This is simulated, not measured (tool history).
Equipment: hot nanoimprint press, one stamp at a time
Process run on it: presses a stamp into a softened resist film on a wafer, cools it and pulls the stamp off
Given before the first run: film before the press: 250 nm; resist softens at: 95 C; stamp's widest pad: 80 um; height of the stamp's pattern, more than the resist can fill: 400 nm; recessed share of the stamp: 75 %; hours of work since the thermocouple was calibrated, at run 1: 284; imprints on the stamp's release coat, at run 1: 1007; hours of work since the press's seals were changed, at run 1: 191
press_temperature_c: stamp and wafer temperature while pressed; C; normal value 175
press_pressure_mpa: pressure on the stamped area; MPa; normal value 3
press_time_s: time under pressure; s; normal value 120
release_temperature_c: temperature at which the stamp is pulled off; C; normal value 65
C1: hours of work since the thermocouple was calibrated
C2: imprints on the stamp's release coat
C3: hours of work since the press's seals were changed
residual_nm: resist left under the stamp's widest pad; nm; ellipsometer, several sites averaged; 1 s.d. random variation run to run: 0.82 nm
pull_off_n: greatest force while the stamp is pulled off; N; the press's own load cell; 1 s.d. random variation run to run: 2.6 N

{"run": 1, "day": 0.0, "press_temperature_c": 175, "press_pressure_mpa": 3, "press_time_s": 120, "release_temperature_c": 65, "C1": 284, "C2": 1007, "C3": 191, "residual_nm": 113.2, "pull_off_n": 141}
{"run": 2, "day": 1.433, "press_temperature_c": 175, "press_pressure_mpa": 3, "press_time_s": 120, "release_temperature_c": 65, "C1": 306, "C2": 1125, "C3": 214, "residual_nm": 114.4, "pull_off_n": 150}
{"run": 3, "day": 2.971, "press_temperature_c": 175, "press_pressure_mpa": 3, "press_time_s": 120, "release_temperature_c": 65, "C1": 330, "C2": 1251, "C3": 238, "residual_nm": 112.7, "pull_off_n": 151}
{"run": 4, "day": 4.858, "press_temperature_c": 175, "press_pressure_mpa": 3, "press_time_s": 120, "release_temperature_c": 65, "C1": 359, "C2": 1406, "C3": 267, "residual_nm": 114.6, "pull_off_n": 156}
{"run": 5, "day": 5.958, "press_temperature_c": 175, "press_pressure_mpa": 3, "press_time_s": 120, "release_temperature_c": 65, "C1": 377, "C2": 1496, "C3": 284, "residual_nm": 113.4, "pull_off_n": 157}
{"day": 7.104, "done": "stamp cleaned and given a new release coat"}
{"run": 6, "day": 7.271, "press_temperature_c": 175, "press_pressure_mpa": 3, "press_time_s": 120, "release_temperature_c": 65, "C1": 393, "C2": 13, "C3": 301, "residual_nm": 114.4, "pull_off_n": 119}
{"run": 7, "day": 9.096, "press_temperature_c": 175, "press_pressure_mpa": 3, "press_time_s": 120, "release_temperature_c": 65, "C1": 422, "C2": 163, "C3": 329, "residual_nm": 115.3, "pull_off_n": 126}
{"run": 8, "day": 10.208, "press_temperature_c": 175, "press_pressure_mpa": 3, "press_time_s": 120, "release_temperature_c": 65, "C1": 439, "C2": 254, "C3": 346, "residual_nm": 114.9, "pull_off_n": 125}
{"run": 9, "day": 11.9, "press_temperature_c": 175, "press_pressure_mpa": 3, "press_time_s": 120, "release_temperature_c": 65, "C1": 465, "C2": 393, "C3": 373, "residual_nm": 116.2, "pull_off_n": 129}
{"run": 10, "day": 13.275, "press_temperature_c": 175, "press_pressure_mpa": 3, "press_time_s": 120, "release_temperature_c": 65, "C1": 487, "C2": 506, "C3": 394, "residual_nm": 116, "pull_off_n": 131}
{"run": 11, "day": 14.629, "press_temperature_c": 175, "press_pressure_mpa": 3, "press_time_s": 120, "release_temperature_c": 65, "C1": 508, "C2": 617, "C3": 415, "residual_nm": 115.3, "pull_off_n": 136}
{"run": 12, "day": 16.433, "press_temperature_c": 175, "press_pressure_mpa": 3, "press_time_s": 120, "release_temperature_c": 65, "C1": 536, "C2": 765, "C3": 443, "residual_nm": 116.6, "pull_off_n": 137}
{"run": 13, "day": 18.392, "press_temperature_c": 175, "press_pressure_mpa": 3, "press_time_s": 120, "release_temperature_c": 65, "C1": 566, "C2": 926, "C3": 474, "residual_nm": 115.6, "pull_off_n": 142}
{"day": 19.388, "done": "plate thermocouple calibrated"}
{"run": 14, "day": 20.133, "press_temperature_c": 175, "press_pressure_mpa": 3, "press_time_s": 120, "release_temperature_c": 65, "C1": 12, "C2": 1059, "C3": 499, "residual_nm": 120.8, "pull_off_n": 147}
{"run": 15, "day": 22.025, "press_temperature_c": 175, "press_pressure_mpa": 3, "press_time_s": 120, "release_temperature_c": 65, "C1": 41, "C2": 1214, "C3": 529, "residual_nm": 121, "pull_off_n": 151}
{"run": 16, "day": 23.971, "press_temperature_c": 175, "press_pressure_mpa": 3, "press_time_s": 120, "release_temperature_c": 65, "C1": 71, "C2": 1374, "C3": 559, "residual_nm": 122, "pull_off_n": 155}
{"run": 17, "day": 25.121, "press_temperature_c": 170, "press_pressure_mpa": 3.4, "press_time_s": 198, "release_temperature_c": 58, "C1": 89, "C2": 1468, "C3": 577, "residual_nm": 121.1, "pull_off_n": 177}
{"day": 26.633, "done": "stamp cleaned and given a new release coat"}
{"run": 18, "day": 27.104, "press_temperature_c": 179, "press_pressure_mpa": 4.06, "press_time_s": 108, "release_temperature_c": 55, "C1": 116, "C2": 39, "C3": 604, "residual_nm": 92.4, "pull_off_n": 138}
{"run": 19, "day": 28.692, "press_temperature_c": 175, "press_pressure_mpa": 1.83, "press_time_s": 120, "release_temperature_c": 69, "C1": 141, "C2": 169, "C3": 629, "residual_nm": 152.8, "pull_off_n": 122}
{"day": 29.875, "done": "press's hydraulic seals changed and the load cell set to zero"}
{"day": 30.246, "done": "plate thermocouple calibrated, once more"}
{"run": 20, "day": 30.95, "press_temperature_c": 175, "press_pressure_mpa": 1.83, "press_time_s": 120, "release_temperature_c": 69, "C1": 11, "C2": 317, "C3": 15, "residual_nm": 136.4, "pull_off_n": 118}
{"run": 21, "day": 32.658, "press_temperature_c": 175, "press_pressure_mpa": 1.83, "press_time_s": 120, "release_temperature_c": 69, "C1": 38, "C2": 457, "C3": 41, "residual_nm": 137.6, "pull_off_n": 121}
{"run": 22, "day": 34.533, "press_temperature_c": 175, "press_pressure_mpa": 1.83, "press_time_s": 120, "release_temperature_c": 69, "C1": 67, "C2": 611, "C3": 71, "residual_nm": 138.2, "pull_off_n": 122}
{"run": 23, "day": 35.392, "press_temperature_c": 175, "press_pressure_mpa": 1.83, "press_time_s": 71, "release_temperature_c": 69, "C1": 80, "C2": 681, "C3": 84, "residual_nm": 160.4, "pull_off_n": 126}
{"run": 24, "day": 36.821, "press_temperature_c": 175, "press_pressure_mpa": 1.83, "press_time_s": 71, "release_temperature_c": 69, "C1": 103, "C2": 799, "C3": 106, "residual_nm": 159.8, "pull_off_n": 121}
{"run": 25, "day": 38.371, "press_temperature_c": 181, "press_pressure_mpa": 1.83, "press_time_s": 82, "release_temperature_c": 58, "C1": 127, "C2": 926, "C3": 130, "residual_nm": 123.9, "pull_off_n": 155}
{"run": 26, "day": 40.15, "press_temperature_c": 175, "press_pressure_mpa": 3, "press_time_s": 172, "release_temperature_c": 56, "C1": 154, "C2": 1072, "C3": 158, "residual_nm": 95, "pull_off_n": 164}
{"run": 27, "day": 41.442, "press_temperature_c": 175, "press_pressure_mpa": 3, "press_time_s": 172, "release_temperature_c": 56, "C1": 175, "C2": 1178, "C3": 178, "residual_nm": 95.1, "pull_off_n": 159}
{"run": 28, "day": 42.254, "press_temperature_c": 175, "press_pressure_mpa": 2.5, "press_time_s": 172, "release_temperature_c": 56, "C1": 187, "C2": 1245, "C3": 191, "residual_nm": 107.3, "pull_off_n": 164}
{"run": 29, "day": 44.088, "press_temperature_c": 175, "press_pressure_mpa": 3.57, "press_time_s": 221, "release_temperature_c": 56, "C1": 216, "C2": 1395, "C3": 220, "residual_nm": 79.5, "pull_off_n": 169}

The logged runs with the hidden state left out (each run's random variation unchanged):
The tool's hidden condition here consists of: true temperature over the reading, C; pressure that arrives at the usual setting, %; grip of the stamp's worn release coat, % over a new coat's; drift of the gauge itself on residual_nm, %; drift of the gauge itself on pull_off_n, %.
run=1 residual_nm=108.5 pull_off_n=118
run=2 residual_nm=109.3 pull_off_n=123
run=3 residual_nm=107.3 pull_off_n=121
run=4 residual_nm=108.8 pull_off_n=122
run=5 residual_nm=107.5 pull_off_n=121
run=6 residual_nm=108.2 pull_off_n=117
run=7 residual_nm=108.7 pull_off_n=120
run=8 residual_nm=108 pull_off_n=117
run=9 residual_nm=108.9 pull_off_n=118
run=10 residual_nm=108.4 pull_off_n=118
run=11 residual_nm=107.4 pull_off_n=119
run=12 residual_nm=108.4 pull_off_n=117
run=13 residual_nm=107 pull_off_n=119
run=14 residual_nm=107.7 pull_off_n=119
run=15 residual_nm=107.5 pull_off_n=120
run=16 residual_nm=108 pull_off_n=119
run=17 residual_nm=105.8 pull_off_n=134
run=18 residual_nm=80.3 pull_off_n=133
run=19 residual_nm=137.1 pull_off_n=114
run=20 residual_nm=137.2 pull_off_n=112
run=21 residual_nm=138.1 pull_off_n=112
run=22 residual_nm=138.3 pull_off_n=110
run=23 residual_nm=160.3 pull_off_n=112
run=24 residual_nm=159.4 pull_off_n=106
run=25 residual_nm=123.2 pull_off_n=133
run=26 residual_nm=93.9 pull_off_n=137
run=27 residual_nm=93.7 pull_off_n=131
run=28 residual_nm=105.7 pull_off_n=133
run=29 residual_nm=77.7 pull_off_n=133

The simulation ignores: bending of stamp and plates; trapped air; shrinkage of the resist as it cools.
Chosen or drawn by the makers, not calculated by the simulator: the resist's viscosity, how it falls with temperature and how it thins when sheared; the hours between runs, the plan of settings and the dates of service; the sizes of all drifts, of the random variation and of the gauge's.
